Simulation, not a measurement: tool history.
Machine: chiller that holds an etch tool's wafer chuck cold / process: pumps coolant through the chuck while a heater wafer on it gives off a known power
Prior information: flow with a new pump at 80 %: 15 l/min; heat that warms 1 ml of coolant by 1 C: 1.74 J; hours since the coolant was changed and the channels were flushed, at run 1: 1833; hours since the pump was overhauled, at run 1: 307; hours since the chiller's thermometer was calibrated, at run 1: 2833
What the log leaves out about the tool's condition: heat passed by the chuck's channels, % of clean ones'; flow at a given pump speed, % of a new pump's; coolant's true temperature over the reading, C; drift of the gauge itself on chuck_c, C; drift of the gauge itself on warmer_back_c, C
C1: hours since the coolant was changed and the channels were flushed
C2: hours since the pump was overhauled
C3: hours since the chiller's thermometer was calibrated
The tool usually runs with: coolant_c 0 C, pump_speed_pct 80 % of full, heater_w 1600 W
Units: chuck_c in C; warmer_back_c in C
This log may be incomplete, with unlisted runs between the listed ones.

{"run": 1, "hour": 0.0, "coolant_c": 0, "pump_speed_pct": 80, "heater_w": 1600, "C1": 1833, "C2": 307, "C3": 2833, "chuck_c": 15.3, "warmer_back_c": 3.69}
{"run": 2, "hour": 47.9, "coolant_c": 8, "pump_speed_pct": 80, "heater_w": 1600, "C1": 1881, "C2": 355, "C3": 2881, "chuck_c": 23.3, "warmer_back_c": 3.64}
{"run": 3, "hour": 68.3, "coolant_c": 8, "pump_speed_pct": 80, "heater_w": 1600, "C1": 1901, "C2": 376, "C3": 2902, "chuck_c": 23.3, "warmer_back_c": 3.59}
{"run": 4, "hour": 88.4, "coolant_c": 8, "pump_speed_pct": 80, "heater_w": 1156, "C1": 1921, "C2": 396, "C3": 2922, "chuck_c": 19.0, "warmer_back_c": 2.57}
{"run": 5, "hour": 116.9, "coolant_c": 8, "pump_speed_pct": 80, "heater_w": 1156, "C1": 1950, "C2": 424, "C3": 2950, "chuck_c": 19.1, "warmer_back_c": 2.61}
{"run": 6, "hour": 166.1, "coolant_c": 0, "pump_speed_pct": 80, "heater_w": 1842, "C1": 1999, "C2": 474, "C3": 2999, "chuck_c": 17.4, "warmer_back_c": 4.11}
{"run": 7, "hour": 191.9, "coolant_c": 3, "pump_speed_pct": 80, "heater_w": 1842, "C1": 2025, "C2": 499, "C3": 3025, "chuck_c": 20.5, "warmer_back_c": 4.18}
{"run": 8, "hour": 215.0, "coolant_c": 3, "pump_speed_pct": 80, "heater_w": 1842, "C1": 2048, "C2": 522, "C3": 3048, "chuck_c": 20.4, "warmer_back_c": 4.1}
{"run": 9, "hour": 256.8, "coolant_c": 3, "pump_speed_pct": 80, "heater_w": 1842, "C1": 2090, "C2": 564, "C3": 3090, "chuck_c": 20.5, "warmer_back_c": 4.19}
{"run": 10, "hour": 302.8, "coolant_c": 0, "pump_speed_pct": 80, "heater_w": 1600, "C1": 2136, "C2": 610, "C3": 3136, "chuck_c": 15.1, "warmer_back_c": 3.56}
{"run": 11, "hour": 336.7, "coolant_c": 0, "pump_speed_pct": 80, "heater_w": 1600, "C1": 2169, "C2": 644, "C3": 3170, "chuck_c": 15.2, "warmer_back_c": 3.52}
{"run": 12, "hour": 377.0, "coolant_c": 0, "pump_speed_pct": 80, "heater_w": 1600, "C1": 2210, "C2": 684, "C3": 3210, "chuck_c": 15.1, "warmer_back_c": 3.54}
{"run": 13, "hour": 399.5, "coolant_c": 0, "pump_speed_pct": 80, "heater_w": 1600, "C1": 2232, "C2": 707, "C3": 3233, "chuck_c": 15.3, "warmer_back_c": 3.51}
{"run": 14, "hour": 441.6, "coolant_c": -7, "pump_speed_pct": 80, "heater_w": 1600, "C1": 2274, "C2": 749, "C3": 3275, "chuck_c": 8.3, "warmer_back_c": 3.51}
{"run": 15, "hour": 477.5, "coolant_c": -7, "pump_speed_pct": 80, "heater_w": 1600, "C1": 2310, "C2": 785, "C3": 3311, "chuck_c": 8.3, "warmer_back_c": 3.5}
{"run": 16, "hour": 507.9, "coolant_c": -7, "pump_speed_pct": 80, "heater_w": 1600, "C1": 2341, "C2": 815, "C3": 3341, "chuck_c": 8.3, "warmer_back_c": 3.55}
{"run": 17, "hour": 531.3, "coolant_c": 0, "pump_speed_pct": 80, "heater_w": 1256, "C1": 2364, "C2": 839, "C3": 3365, "chuck_c": 11.9, "warmer_back_c": 2.67}
{"run": 18, "hour": 561.5, "coolant_c": 0, "pump_speed_pct": 80, "heater_w": 1256, "C1": 2394, "C2": 869, "C3": 3395, "chuck_c": 12.0, "warmer_back_c": 2.65}
{"run": 19, "hour": 584.8, "coolant_c": 0, "pump_speed_pct": 99, "heater_w": 1707, "C1": 2417, "C2": 892, "C3": 3418, "chuck_c": 14.8, "warmer_back_c": 3.0}
{"run": 20, "hour": 632.7, "coolant_c": 5, "pump_speed_pct": 99, "heater_w": 1707, "C1": 2465, "C2": 940, "C3": 3466, "chuck_c": 19.7, "warmer_back_c": 2.93}
{"run": 21, "hour": 655.3, "coolant_c": 5, "pump_speed_pct": 94, "heater_w": 1165, "C1": 2488, "C2": 963, "C3": 3489, "chuck_c": 15.3, "warmer_back_c": 2.09}
{"run": 22, "hour": 704.4, "coolant_c": -8, "pump_speed_pct": 86, "heater_w": 1961, "C1": 2537, "C2": 1012, "C3": 3538, "chuck_c": 10.0, "warmer_back_c": 4.0}
{"run": 23, "hour": 724.4, "coolant_c": -8, "pump_speed_pct": 86, "heater_w": 1961, "C1": 2557, "C2": 1032, "C3": 3558, "chuck_c": 10.1, "warmer_back_c": 3.99}
{"run": 24, "hour": 753.4, "coolant_c": 0, "pump_speed_pct": 83, "heater_w": 1651, "C1": 2586, "C2": 1061, "C3": 3587, "chuck_c": 15.4, "warmer_back_c": 3.41}
{"run": 25, "hour": 790.5, "coolant_c": 0, "pump_speed_pct": 85, "heater_w": 914, "C1": 2623, "C2": 1098, "C3": 3624, "chuck_c": 8.5, "warmer_back_c": 1.7}
{"run": 26, "hour": 819.7, "coolant_c": 9, "pump_speed_pct": 66, "heater_w": 1242, "C1": 2652, "C2": 1127, "C3": 3653, "chuck_c": 21.9, "warmer_back_c": 3.16}
{"run": 27, "hour": 844.3, "coolant_c": 9, "pump_speed_pct": 66, "heater_w": 1242, "C1": 2677, "C2": 1152, "C3": 3678, "chuck_c": 22.1, "warmer_back_c": 3.12}
{"run": 28, "hour": 874.5, "coolant_c": 1, "pump_speed_pct": 86, "heater_w": 999, "C1": 2707, "C2": 1182, "C3": 3708, "chuck_c": 10.3, "warmer_back_c": 1.85}
{"run": 29, "hour": 907.2, "coolant_c": 0, "pump_speed_pct": 98, "heater_w": 1600, "C1": 2740, "C2": 1215, "C3": 3741, "chuck_c": 14.0, "warmer_back_c": 2.68}
{"run": 30, "hour": 952.2, "coolant_c": 0, "pump_speed_pct": 78, "heater_w": 1600, "C1": 2785, "C2": 1260, "C3": 3785, "chuck_c": 15.5, "warmer_back_c": 3.46}
{"run": 31, "hour": 977.6, "coolant_c": -4, "pump_speed_pct": 78, "heater_w": 1449, "C1": 2810, "C2": 1285, "C3": 3811, "chuck_c": 10.0, "warmer_back_c": 3.04}

Results for each run, recomputed without the tool's hidden state and with each run's random variation untouched:
run=1 warmer_back_c=3.69
run=2 warmer_back_c=3.66
run=3 warmer_back_c=3.62
run=4 warmer_back_c=2.60
run=5 warmer_back_c=2.65
run=6 warmer_back_c=4.16
run=7 warmer_back_c=4.24
run=8 warmer_back_c=4.18
run=9 warmer_back_c=4.28
run=10 warmer_back_c=3.67
run=11 warmer_back_c=3.64
run=12 warmer_back_c=3.67
run=13 warmer_back_c=3.65
run=14 warmer_back_c=3.67
run=15 warmer_back_c=3.67
run=16 warmer_back_c=3.72
run=17 warmer_back_c=2.85
run=18 warmer_back_c=2.84
run=19 warmer_back_c=3.21
run=20 warmer_back_c=3.15
run=21 warmer_back_c=2.32
run=22 warmer_back_c=4.25
run=23 warmer_back_c=4.25
run=24 warmer_back_c=3.67
run=25 warmer_back_c=1.97
run=26 warmer_back_c=3.45
run=27 warmer_back_c=3.41
run=28 warmer_back_c=2.15
run=29 warmer_back_c=3.00
run=30 warmer_back_c=3.79
run=31 warmer_back_c=3.38
chuck_c without the hidden state stays within 0.1 C of what was measured, in all runs.
